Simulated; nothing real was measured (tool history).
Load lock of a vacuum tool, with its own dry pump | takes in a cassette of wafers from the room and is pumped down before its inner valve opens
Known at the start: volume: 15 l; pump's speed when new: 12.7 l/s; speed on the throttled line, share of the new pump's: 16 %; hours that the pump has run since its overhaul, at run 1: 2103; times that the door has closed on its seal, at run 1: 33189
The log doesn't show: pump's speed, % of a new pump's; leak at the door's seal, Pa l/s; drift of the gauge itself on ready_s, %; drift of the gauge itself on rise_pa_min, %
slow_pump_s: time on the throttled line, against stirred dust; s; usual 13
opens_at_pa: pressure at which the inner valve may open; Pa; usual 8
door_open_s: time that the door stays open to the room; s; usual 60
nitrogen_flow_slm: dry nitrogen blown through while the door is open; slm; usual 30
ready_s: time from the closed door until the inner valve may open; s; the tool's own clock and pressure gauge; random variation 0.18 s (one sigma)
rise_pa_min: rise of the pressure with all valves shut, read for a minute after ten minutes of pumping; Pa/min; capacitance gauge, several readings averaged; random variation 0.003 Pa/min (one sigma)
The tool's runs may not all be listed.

run	hour	slow_pump_s	opens_at_pa	door_open_s	nitrogen_flow_slm	hours that the pump has run since its overhaul	times that the door has closed on its seal	incoming humidity of the room's air, %	ready_s	rise_pa_min
1	0.0	13	8	60	30	2103	33189	45.8	22.1	0.363
2	76.1	13	8	60	30	2179	33509	45.3	22.4	0.366
3	135.9	13	8	60	30	2239	33760	42.4	22.3	0.379
4	240.9	13	8	60	30	2344	34201	47.2	22.3	0.381
5	296.4	13	8	60	30	2400	34434	44.7	22.1	0.390
6	419.5	13	11	60	30	2523	34952	44.7	21.9	0.395
7	494.1	13	8	60	30	2597	35265	42.6	22.1	0.393
8	607.0	13	8	60	30	2710	35739	45.9	22.7	0.412
9	680.2	13	8	60	36	2784	36047	43.3	22.4	0.411
10	798.1	13	8	60	36	2901	36542	47.3	22.5	0.408
11	890.8	13	8	60	36	2994	36932	46.5	22.5	0.424
12	978.4	13	8	60	36	3082	37300	46.4	22.4	0.435
# hour 1055.1: door's seal changed, seat wiped
13	1073.8	13	8	60	36	3176	79	44.8	22.6	0.017
14	1201.8	13	8	60	36	3304	616	46.7	22.7	0.020
15	1336.9	13	8	60	36	3439	1184	45.7	22.4	0.031
16	1433.0	13	8	60	36	3535	1588	42.8	22.5	0.029
17	1528.4	13	8	66	36	3630	1988	44.5	22.4	0.027
18	1651.3	13	8	66	36	3753	2505	43.1	22.2	0.034
19	1757.3	13	8	127	30	3859	2950	46.6	22.4	0.036
20	1845.5	13	8	127	30	3947	3321	47.1	22.6	0.049
21	1979.3	21	8	127	7	4081	3883	43.4	29.4	0.067
22	2094.8	21	8	127	7	4197	4368	47.2	29.2	0.080
23	2199.9	21	8	127	7	4302	4810	45.4	29.3	0.074
24	2262.3	21	7	36	23	4364	5072	41.4	29.3	0.037
25	2400.3	13	10	33	36	4502	5651	45.9	22.5	0.042
26	2507.4	9	10	201	36	4609	6102	44.0	18.9	0.063
27	2632.9	9	10	33	12	4735	6629	41.4	19.0	0.061
28	2742.8	19	6	27	33	4845	7090	42.0	27.8	0.042
29	2847.3	9	16	27	11	4949	7530	45.7	18.4	0.066
30	2968.3	13	9	27	8	5070	8038	46.2	22.3	0.066
31	3041.4	13	13	60	7	5143	8345	43.2	21.9	0.082
32	3102.4	13	13	60	7	5204	8601	42.1	21.6	0.087
33	3237.7	13	15	151	7	5340	9169	44.2	21.7	0.113
34	3317.5	13	7	111	36	5419	9505	41.4	22.5	0.074
35	3402.4	13	7	111	36	5504	9861	43.9	22.9	0.070
36	3461.4	13	7	60	30	5563	10109	45.4	22.9	0.075

Forecast each of these 4 alternatives for the next run:
A	3590.8	13	10	60	30	5693	10653	43.9	?	?
B	3590.8	16	11	60	30	5693	10653	43.4	?	?
C	3590.8	12	7	50	5	5693	10653	47.3	?	?
D	3590.8	16	7	111	30	5693	10653	41.6	?	?

run	ready_s	rise_pa_min
A	22.4	0.084
B	24.8	0.079
C	21.9	0.103
D	25.4	0.085
Without the tool's hidden state the same runs would have given:
run	ready_s	rise_pa_min
A	21.9	0.033
B	24.4	0.026
C	21.3	0.050
D	24.9	0.033
